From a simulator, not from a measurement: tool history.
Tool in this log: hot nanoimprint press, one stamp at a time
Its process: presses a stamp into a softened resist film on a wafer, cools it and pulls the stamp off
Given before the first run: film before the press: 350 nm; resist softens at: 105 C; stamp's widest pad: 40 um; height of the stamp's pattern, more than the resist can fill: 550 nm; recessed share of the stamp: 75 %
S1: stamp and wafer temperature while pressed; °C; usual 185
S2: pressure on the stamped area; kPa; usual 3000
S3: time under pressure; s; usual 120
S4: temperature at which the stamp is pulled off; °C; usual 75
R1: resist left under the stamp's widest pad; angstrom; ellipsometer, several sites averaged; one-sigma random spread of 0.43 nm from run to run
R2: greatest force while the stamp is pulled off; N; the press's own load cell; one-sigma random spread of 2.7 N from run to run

run 1 hour=0.0 | S1=185 S2=3000 S3=120 S4=75 | R1=1343 R2=222
run 2 hour=9.5 | S1=185 S2=3000 S3=120 S4=75 | R1=1333 R2=221
run 3 hour=27.0 | S1=185 S2=3000 S3=120 S4=75 | R1=1347 R2=226
run 4 hour=42.7 | S1=185 S2=3000 S3=120 S4=75 | R1=1338 R2=229
run 5 hour=58.6 | S1=185 S2=3000 S3=120 S4=75 | R1=1338 R2=228
run 6 hour=75.1 | S1=185 S2=3000 S3=99 S4=75 | R1=1457 R2=235
run 7 hour=89.0 | S1=185 S2=3000 S3=120 S4=75 | R1=1344 R2=233
run 8 hour=104.4 | S1=185 S2=3000 S3=120 S4=75 | R1=1345 R2=235
run 9 hour=112.6 | S1=191 S2=2910 S3=73 S4=66 | R1=1364 R2=302
run 10 hour=122.8 | S1=191 S2=2910 S3=73 S4=66 | R1=1372 R2=294
run 11 hour=137.5 | S1=191 S2=2910 S3=73 S4=66 | R1=1366 R2=309
run 12 hour=151.4 | S1=191 S2=2910 S3=73 S4=66 | R1=1370 R2=304

Alternative continuations, all from the tool just after run 12; predict every row:
run A hour=161.3 | S1=185 S2=1980 S3=120 S4=65 | R1=? R2=?
run B hour=161.3 | S1=191 S2=3890 S3=88 S4=66 | R1=? R2=?
run C hour=161.3 | S1=175 S2=3000 S3=120 S4=69 | R1=? R2=?

run=A R1=1609 R2=318
run=B R1=1099 R2=306
run=C R1=1865 R2=290
The same runs, with their run-to-run variation unchanged, on a tool lacking any hidden condition would have given:
run=A R1=1685 R2=295
run=B R1=1147 R2=284
run=C R1=1955 R2=270
